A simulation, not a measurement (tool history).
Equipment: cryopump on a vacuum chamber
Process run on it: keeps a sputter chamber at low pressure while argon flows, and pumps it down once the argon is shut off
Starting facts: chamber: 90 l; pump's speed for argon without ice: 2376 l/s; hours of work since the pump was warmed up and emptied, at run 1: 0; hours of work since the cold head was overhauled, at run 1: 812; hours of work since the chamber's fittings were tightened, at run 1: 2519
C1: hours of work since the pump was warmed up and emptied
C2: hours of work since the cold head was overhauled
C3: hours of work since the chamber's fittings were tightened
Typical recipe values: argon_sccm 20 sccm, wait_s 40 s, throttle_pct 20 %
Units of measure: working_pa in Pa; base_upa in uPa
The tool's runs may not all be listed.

Run 1, day 0.000: usual settings; C1 0; C2 812; C3 2519. Result: working_pa 0.0706 Pa, base_upa 1.24 uPa.
Run 2, day 1.504: usual settings; C1 32; C2 844; C3 2551. Result: working_pa 0.0720 Pa, base_upa 1.24 uPa.
Run 3, day 2.400: usual settings but throttle_pct 48 %; C1 51; C2 863; C3 2570. Result: working_pa 0.0301 Pa, base_upa 1.27 uPa.
Run 4, day 3.204: usual settings but throttle_pct 48 %; C1 67; C2 880; C3 2587. Result: working_pa 0.0304 Pa, base_upa 1.23 uPa.
Run 5, day 4.875: usual settings but throttle_pct 48 %; C1 103; C2 915; C3 2622. Result: working_pa 0.0300 Pa, base_upa 1.25 uPa.
Run 6, day 5.654: usual settings but argon_sccm 21 sccm; C1 119; C2 931; C3 2638. Result: working_pa 0.0749 Pa, base_upa 1.23 uPa.
Run 7, day 6.762: usual settings but argon_sccm 21 sccm; C1 142; C2 955; C3 2662. Result: working_pa 0.0760 Pa, base_upa 1.32 uPa.
Run 8, day 8.171: usual settings but argon_sccm 21 sccm; C1 172; C2 984; C3 2691. Result: working_pa 0.0752 Pa, base_upa 1.37 uPa.
Run 9, day 9.221: usual settings but argon_sccm 21 sccm; C1 194; C2 1006; C3 2713. Result: working_pa 0.0746 Pa, base_upa 1.30 uPa.
Run 10, day 10.875: usual settings but argon_sccm 21 sccm; C1 229; C2 1041; C3 2748. Result: working_pa 0.0753 Pa, base_upa 1.38 uPa.
Run 11, day 12.267: usual settings but argon_sccm 18 sccm; C1 258; C2 1070; C3 2777. Result: working_pa 0.0648 Pa, base_upa 1.32 uPa.
Run 12, day 13.262: usual settings but argon_sccm 18 sccm; C1 279; C2 1091; C3 2798. Result: working_pa 0.0653 Pa, base_upa 1.32 uPa.
Run 13, day 14.267: usual settings but argon_sccm 18 sccm; C1 300; C2 1112; C3 2819. Result: working_pa 0.0651 Pa, base_upa 1.40 uPa.

The next listed run, before its measurement:
Run 14, day 15.962: usual settings but wait_s 28 s, throttle_pct 37 %; C1 336; C2 1148; C3 2855. Result: working_pa ?, base_upa ?.

{"run 14": {"working_pa": 0.0394, "base_upa": 1.6}}
With no hidden state in the tool, this same run would have given working_pa 0.0378 Pa, base_upa 0.80 uPa.
